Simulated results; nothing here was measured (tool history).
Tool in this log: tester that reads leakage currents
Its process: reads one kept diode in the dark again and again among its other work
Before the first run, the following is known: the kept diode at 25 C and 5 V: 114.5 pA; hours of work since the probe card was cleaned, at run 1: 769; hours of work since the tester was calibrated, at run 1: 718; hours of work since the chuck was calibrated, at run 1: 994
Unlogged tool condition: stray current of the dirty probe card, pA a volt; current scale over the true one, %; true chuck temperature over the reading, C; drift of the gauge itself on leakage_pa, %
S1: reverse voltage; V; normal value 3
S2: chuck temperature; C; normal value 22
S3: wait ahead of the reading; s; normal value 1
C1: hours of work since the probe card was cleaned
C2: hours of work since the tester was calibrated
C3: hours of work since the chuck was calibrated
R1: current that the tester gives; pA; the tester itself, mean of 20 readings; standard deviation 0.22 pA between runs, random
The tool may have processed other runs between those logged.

{"run": 1, "hour": 0.0, "S1": 3, "S2": 22, "S3": 1, "C1": 769, "C2": 718, "C3": 994, "R1": 73.02}
{"run": 2, "hour": 36.6, "S1": 3, "S2": 26, "S3": 1, "C1": 788, "C2": 737, "C3": 1014, "R1": 107.3}
{"run": 3, "hour": 59.0, "S1": 3, "S2": 22, "S3": 1, "C1": 800, "C2": 749, "C3": 1025, "R1": 72.66}
{"run": 4, "hour": 96.9, "S1": 3, "S2": 22, "S3": 1, "C1": 820, "C2": 769, "C3": 1045, "R1": 72.64}
{"run": 5, "hour": 129.3, "S1": 3, "S2": 22, "S3": 1, "C1": 837, "C2": 786, "C3": 1062, "R1": 72.88}
{"run": 6, "hour": 152.0, "S1": 3, "S2": 22, "S3": 1, "C1": 848, "C2": 798, "C3": 1074, "R1": 72.68}
{"run": 7, "hour": 168.4, "S1": 3, "S2": 25, "S3": 1, "C1": 857, "C2": 806, "C3": 1082, "R1": 96.79}
{"run": 8, "hour": 195.5, "S1": 3, "S2": 25, "S3": 1, "C1": 871, "C2": 820, "C3": 1096, "R1": 97.47}
{"run": 9, "hour": 221.3, "S1": 3, "S2": 30, "S3": 1, "C1": 885, "C2": 834, "C3": 1110, "R1": 156.92}
{"run": 10, "hour": 242.8, "S1": 3, "S2": 30, "S3": 1, "C1": 896, "C2": 845, "C3": 1121, "R1": 156.19}
{"run": 11, "hour": 279.1, "S1": 3, "S2": 37, "S3": 1, "C1": 915, "C2": 864, "C3": 1140, "R1": 296.04}
{"run": 12, "hour": 297.4, "S1": 3, "S2": 37, "S3": 1, "C1": 924, "C2": 873, "C3": 1149, "R1": 298.35}
{"run": 13, "hour": 321.6, "S1": 3, "S2": 37, "S3": 1, "C1": 937, "C2": 886, "C3": 1162, "R1": 298.39}
{"run": 14, "hour": 341.4, "S1": 3, "S2": 37, "S3": 1, "C1": 947, "C2": 896, "C3": 1172, "R1": 296.15}
{"run": 15, "hour": 371.3, "S1": 3, "S2": 37, "S3": 1, "C1": 963, "C2": 912, "C3": 1188, "R1": 296.18}
{"run": 16, "hour": 399.1, "S1": 1.86, "S2": 22, "S3": 1, "C1": 977, "C2": 926, "C3": 1202, "R1": 62.19}
{"run": 17, "hour": 424.3, "S1": 1.53, "S2": 22, "S3": 5.38, "C1": 990, "C2": 939, "C3": 1216, "R1": 57.77}
{"run": 18, "hour": 450.0, "S1": 1.53, "S2": 22, "S3": 5.38, "C1": 1004, "C2": 953, "C3": 1229, "R1": 57.45}
{"run": 19, "hour": 487.1, "S1": 8.2, "S2": 43, "S3": 0.68, "C1": 1023, "C2": 972, "C3": 1248, "R1": 709.45}
{"run": 20, "hour": 510.2, "S1": 8.2, "S2": 43, "S3": 0.68, "C1": 1035, "C2": 984, "C3": 1260, "R1": 702.93}
{"run": 21, "hour": 534.0, "S1": 3, "S2": 22, "S3": 0.99, "C1": 1048, "C2": 997, "C3": 1273, "R1": 72.79}
{"run": 22, "hour": 572.5, "S1": 3, "S2": 39, "S3": 0.4, "C1": 1068, "C2": 1017, "C3": 1293, "R1": 356.25}
{"run": 23, "hour": 598.5, "S1": 3, "S2": 50, "S3": 2.36, "C1": 1081, "C2": 1030, "C3": 1306, "R1": 908.23}
{"run": 24, "hour": 629.7, "S1": 1.91, "S2": 22, "S3": 1.62, "C1": 1097, "C2": 1046, "C3": 1323, "R1": 62.13}
{"run": 25, "hour": 647.3, "S1": 1.91, "S2": 22, "S3": 1.62, "C1": 1107, "C2": 1056, "C3": 1332, "R1": 62.11}
{"run": 26, "hour": 685.2, "S1": 7.5, "S2": 22, "S3": 3.7, "C1": 1126, "C2": 1075, "C3": 1352, "R1": 98.56}
{"run": 27, "hour": 705.7, "S1": 7.5, "S2": 22, "S3": 3.7, "C1": 1137, "C2": 1086, "C3": 1362, "R1": 98.59}
{"run": 28, "hour": 729.6, "S1": 7.5, "S2": 22, "S3": 3.71, "C1": 1150, "C2": 1099, "C3": 1375, "R1": 98.16}

Below are 4 alternative next runs, each starting from the tool's condition after run 28. Predict each:
{"run": "A", "hour": 758.9, "S1": 7.5, "S2": 22, "S3": 4.19, "C1": 1165, "C2": 1114, "C3": 1390, "R1": "?"}
{"run": "B", "hour": 758.9, "S1": 7.5, "S2": 21, "S3": 3.71, "C1": 1165, "C2": 1114, "C3": 1390, "R1": "?"}
{"run": "C", "hour": 758.9, "S1": 3, "S2": 22, "S3": 2.08, "C1": 1165, "C2": 1114, "C3": 1390, "R1": "?"}
{"run": "D", "hour": 758.9, "S1": 7.72, "S2": 22, "S3": 3.71, "C1": 1165, "C2": 1114, "C3": 1390, "R1": "?"}

run=A R1=98.3
run=B R1=89.66
run=C R1=72.66
run=D R1=99
What these runs would have given with no unlogged condition in the tool:
run=A R1=98.21
run=B R1=89.57
run=C R1=72.6
run=D R1=98.92

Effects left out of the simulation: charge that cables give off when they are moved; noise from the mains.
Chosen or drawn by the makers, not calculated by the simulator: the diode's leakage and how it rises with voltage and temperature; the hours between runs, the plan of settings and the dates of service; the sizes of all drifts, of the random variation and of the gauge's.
